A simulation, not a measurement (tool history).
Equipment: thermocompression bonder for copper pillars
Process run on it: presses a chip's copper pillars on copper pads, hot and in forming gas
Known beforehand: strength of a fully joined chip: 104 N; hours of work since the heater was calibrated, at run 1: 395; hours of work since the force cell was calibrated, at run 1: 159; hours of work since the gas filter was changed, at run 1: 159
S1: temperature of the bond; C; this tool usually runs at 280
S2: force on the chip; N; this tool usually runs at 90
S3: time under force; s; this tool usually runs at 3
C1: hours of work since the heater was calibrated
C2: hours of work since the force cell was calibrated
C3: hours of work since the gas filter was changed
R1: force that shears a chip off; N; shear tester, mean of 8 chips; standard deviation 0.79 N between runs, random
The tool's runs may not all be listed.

Run 1, hour 0.0: usual settings; C1 395; C2 159; C3 159. Result: R1 56.7 N.
Run 2, hour 73.6: usual settings; C1 449; C2 213; C3 213. Result: R1 56.7 N.
Run 3, hour 144.3: usual settings but S1 278 C; C1 501; C2 265; C3 265. Result: R1 54.2 N.
At hour 152.5: forming gas filter changed.
Run 4, hour 189.1: usual settings but S1 278 C; C1 534; C2 298; C3 27. Result: R1 57.8 N.
Run 5, hour 262.9: usual settings but S1 252 C; C1 588; C2 352; C3 81. Result: R1 36.8 N.
Run 6, hour 338.2: usual settings; C1 643; C2 407; C3 137. Result: R1 56.7 N.
Run 7, hour 427.4: usual settings; C1 709; C2 473; C3 202. Result: R1 54.9 N.
Run 8, hour 499.8: usual settings; C1 762; C2 526; C3 255. Result: R1 53.1 N.
At hour 522.4: forming gas filter changed.
Run 9, hour 584.3: usual settings; C1 824; C2 588; C3 45. Result: R1 54.6 N.
Run 10, hour 629.2: usual settings; C1 857; C2 621; C3 79. Result: R1 55.2 N.
Run 11, hour 666.6: usual settings; C1 885; C2 648; C3 106. Result: R1 54.4 N.
Run 12, hour 709.5: usual settings but S2 54 N; C1 916; C2 680; C3 138. Result: R1 33.7 N.
Run 13, hour 787.1: usual settings but S2 54 N; C1 973; C2 737; C3 195. Result: R1 35.3 N.
Run 14, hour 850.6: usual settings but S2 54 N; C1 1020; C2 784; C3 241. Result: R1 33.8 N.
At hour 894.4: forming gas filter changed.
Run 15, hour 894.4: usual settings but S2 54 N; C1 1052; C2 816; C3 0. Result: R1 35.7 N.
Run 16, hour 974.8: usual settings but S3 2 s; C1 1111; C2 875; C3 59. Result: R1 46.3 N.
At hour 1046.8: force cell calibrated.
Run 17, hour 1060.0: usual settings but S3 2 s; C1 1172; C2 10; C3 121. Result: R1 47.9 N.
Run 18, hour 1104.2: usual settings but S3 5 s; C1 1205; C2 42; C3 153. Result: R1 64.5 N.
Run 19, hour 1180.9: usual settings but S3 5 s; C1 1261; C2 99; C3 210. Result: R1 62.9 N.
At hour 1263.5: forming gas filter changed.
Run 20, hour 1263.5: usual settings but S3 2 s; C1 1322; C2 159; C3 0. Result: R1 48.3 N.
Run 21, hour 1332.9: usual settings but S1 250 C; C1 1373; C2 210; C3 51. Result: R1 34.2 N.
Run 22, hour 1385.9: usual settings but S1 309 C; C1 1412; C2 249; C3 90. Result: R1 75.0 N.
Run 23, hour 1429.0: usual settings but S1 299 C, S2 83 N, S3 7 s; C1 1443; C2 281; C3 122. Result: R1 79.6 N.
Run 24, hour 1497.5: usual settings but S1 283 C, S2 66 N, S3 2 s; C1 1494; C2 331; C3 172. Result: R1 34.8 N.
Run 25, hour 1558.3: usual settings but S1 283 C, S2 116 N; C1 1538; C2 376; C3 217. Result: R1 63.8 N.
Run 26, hour 1603.9: usual settings but S1 283 C; C1 1572; C2 409; C3 250. Result: R1 52.4 N.
At hour 1631.4: forming gas filter changed.
Run 27, hour 1692.5: usual settings but S1 283 C, S3 7 s; C1 1637; C2 474; C3 45. Result: R1 70.5 N.
At hour 1722.5: heater calibrated with a thermocouple chip.
Run 28, hour 1773.1: usual settings but S1 291 C, S2 121 N; C1 37; C2 532; C3 103. Result: R1 79.0 N.
Run 29, hour 1844.5: usual settings but S1 291 C, S2 121 N; C1 90; C2 584; C3 155. Result: R1 77.9 N.
Run 30, hour 1914.1: usual settings but S1 291 C, S2 121 N; C1 141; C2 636; C3 206. Result: R1 76.1 N.
Run 31, hour 1964.8: usual settings but S1 299 C, S2 130 N, S3 2 s; C1 178; C2 673; C3 244. Result: R1 76.5 N.
At hour 2000.4: forming gas filter changed.
Run 32, hour 2042.1: usual settings but S1 308 C, S2 78 N, S3 2 s; C1 235; C2 729; C3 31. Result: R1 61.9 N.
Run 33, hour 2123.5: usual settings but S1 287 C, S2 57 N; C1 295; C2 789; C3 91. Result: R1 42.8 N.
Run 34, hour 2200.8: usual settings but S1 259 C, S2 60 N; C1 351; C2 846; C3 147. Result: R1 28.5 N.
Run 35, hour 2279.7: usual settings but S1 252 C, S2 60 N, S3 2 s; C1 409; C2 904; C3 205. Result: R1 19.4 N.
At hour 2306.3: force cell calibrated.
Run 36, hour 2322.2: usual settings but S1 252 C, S2 60 N, S3 2 s; C1 440; C2 12; C3 236. Result: R1 20.8 N.
At hour 2373.1: forming gas filter changed.
Run 37, hour 2376.4: usual settings but S2 118 N; C1 479; C2 51; C3 2. Result: R1 71.7 N.
Run 38, hour 2453.3: usual settings but S3 5 s; C1 536; C2 108; C3 59. Result: R1 69.0 N.
Run 39, hour 2531.6: usual settings but S1 253 C, S2 75 N, S3 2 s; C1 593; C2 165; C3 117. Result: R1 25.9 N.

Below are 4 alternative next runs, each starting from the tool's condition after run 39. Predict each:
Run A, hour 2595.3: usual settings but S1 262 C, S3 4 s; C1 640; C2 212; C3 163. Result: R1 ?.
Run B, hour 2595.3: usual settings but S1 298 C; C1 640; C2 212; C3 163. Result: R1 ?.
Run C, hour 2595.3: usual settings but S2 62 N; C1 640; C2 212; C3 163. Result: R1 ?.
Run D, hour 2595.3: usual settings but S1 291 C; C1 640; C2 212; C3 163. Result: R1 ?.

run    R1
  A  47.5
  B  68.6
  C  40.1
  D  64.2
Stripped of hidden state, with their random variation kept, the same runs would have yielded:
run    R1
  A  53.5
  B  75.2
  C  45.3
  D  70.8
